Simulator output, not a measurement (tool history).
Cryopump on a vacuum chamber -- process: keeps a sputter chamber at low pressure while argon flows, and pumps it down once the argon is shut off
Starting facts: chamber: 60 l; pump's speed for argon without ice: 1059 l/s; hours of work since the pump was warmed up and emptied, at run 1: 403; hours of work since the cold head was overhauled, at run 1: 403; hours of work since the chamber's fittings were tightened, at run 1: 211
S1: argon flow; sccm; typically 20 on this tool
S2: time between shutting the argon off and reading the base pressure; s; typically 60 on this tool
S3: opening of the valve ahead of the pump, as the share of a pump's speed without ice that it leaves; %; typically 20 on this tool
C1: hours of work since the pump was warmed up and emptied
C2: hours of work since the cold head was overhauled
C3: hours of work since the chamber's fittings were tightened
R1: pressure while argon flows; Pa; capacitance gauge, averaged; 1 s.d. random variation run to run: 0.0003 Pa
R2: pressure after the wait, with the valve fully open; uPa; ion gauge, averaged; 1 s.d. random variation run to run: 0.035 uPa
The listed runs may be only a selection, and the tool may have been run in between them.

run,hour,S1,S2,S3,C1,C2,C3,R1,R2
1,0.0,20,60,20,403,403,211,0.1623,2.21
2,29.2,20,60,20,420,420,228,0.1622,2.35
3,49.7,20,60,20,432,432,240,0.1625,2.38
4,81.9,36,60,20,452,452,260,0.2922,2.37
5,104.3,20,31,20,465,465,273,0.1626,3.94
6,128.2,20,60,20,479,479,287,0.1627,2.32
7,159.3,20,60,20,498,498,306,0.1632,2.38
8,188.9,20,60,20,516,516,324,0.1633,2.35
9,225.6,20,60,20,538,538,346,0.1632,2.43
10,258.3,20,60,20,557,557,365,0.1633,2.43
11,274.3,23,60,20,567,567,375,0.1881,2.55
12,306.5,23,60,20,586,586,394,0.1875,2.56
13,335.3,20,60,20,603,603,411,0.1635,2.56
14,363.0,20,82,20,620,620,428,0.1631,2.05
15,391.0,20,82,20,637,637,444,0.1636,2.15
16,427.4,26,34,52,658,658,466,0.0853,3.98
17,447.7,26,34,52,670,670,478,0.0853,3.94
18,470.1,26,263,24,684,684,492,0.1781,1.40
19,499.8,33,120,32,702,702,510,0.1723,1.89
20,529.9,38,60,33,720,720,528,0.1925,2.75
21,548.2,14,281,29,731,731,539,0.0802,1.46
22,565.2,14,281,29,741,741,549,0.0804,1.50
23,594.9,20,82,39,758,758,566,0.0868,2.37
24,625.4,20,180,39,777,777,585,0.0869,1.71
25,655.9,20,51,20,795,795,603,0.1651,3.20
26,676.9,20,60,24,808,808,616,0.1382,2.92
27,694.1,11,218,19,818,818,626,0.0949,1.72
# hour 715.8: pump warmed up, emptied and cooled again
28,728.0,11,67,20,7,835,643,0.0880,2.66
29,758.3,11,67,20,25,853,661,0.0877,2.60

Branching from run 29: 4 alternative next runs. What would each branch give?
A,778.5,16,23,20,38,865,673,?,?
B,778.5,11,144,31,38,865,673,?,?
C,778.5,9,67,38,38,865,673,?,?
D,778.5,25,40,20,38,865,673,?,?

run,R1,R2
A,0.1285,5.35
B,0.0569,1.80
C,0.0382,2.64
D,0.2000,3.59
Without the tool's unlogged condition, the same runs would have read:
run,R1,R2
A,0.1281,4.48
B,0.0566,0.93
C,0.0379,1.76
D,0.1993,2.72
